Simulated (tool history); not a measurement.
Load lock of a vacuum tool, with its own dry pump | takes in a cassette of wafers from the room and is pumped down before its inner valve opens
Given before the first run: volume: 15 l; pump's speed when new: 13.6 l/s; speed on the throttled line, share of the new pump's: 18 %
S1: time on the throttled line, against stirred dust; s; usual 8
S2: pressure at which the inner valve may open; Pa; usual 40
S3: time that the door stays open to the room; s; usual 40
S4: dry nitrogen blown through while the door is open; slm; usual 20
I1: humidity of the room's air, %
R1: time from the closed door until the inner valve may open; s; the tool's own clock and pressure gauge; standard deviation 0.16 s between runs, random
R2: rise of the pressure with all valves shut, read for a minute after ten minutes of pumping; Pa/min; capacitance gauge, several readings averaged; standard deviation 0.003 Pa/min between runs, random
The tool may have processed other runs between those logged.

run	hour	S1	S2	S3	S4	I1	R1	R2
1	0	8	40	40	20	45.4	16.5	0.109
2	220.3	8	40	185	20	48.1	16.7	0.14
3	365.2	8	40	40	20	45.1	16.5	0.113
4	568.9	8	40	40	20	46.4	16.5	0.123
5	737.4	11	40	40	20	42.9	19.3	0.123
6	859.9	11	40	40	20	43.9	19.2	0.125
7	1000.8	11	40	40	20	44.7	19.4	0.121
8	1157.8	11	40	40	20	44.4	18.9	0.13
9	1380.4	11	40	40	5	43	19.4	0.154
10	1591.2	5	40	40	5	45.9	14.3	0.164
11	1767	5	40	40	5	44.2	14.6	0.166
12	1965.9	8	40	166	20	46.3	16.9	0.167
13	2102.7	14	45	40	20	47.3	21.4	0.14
14	2302.7	14	35	38	23	43.7	21.7	0.152
15	2506.6	12	60	182	23	46.5	19.4	0.174
16	2621.3	12	60	182	23	45.1	19.7	0.168

Some steps in R1 between neighbouring runs. How much of each would the tool show without its hidden state too (settings, what came in, random variation), and how much is left for the hidden state, with any gauge scatter that isn't in both results?
The tool's hidden condition here consists of: pump's speed, % of a new pump's; leak at the door's seal, Pa l/s; drift of the gauge itself on ready_s, %; drift of the gauge itself on rise_pa_min, %.
Run 9 -> 10: S1 11 -> 5. R1 -5.1 s: hidden state +0.3, all else -5.4.
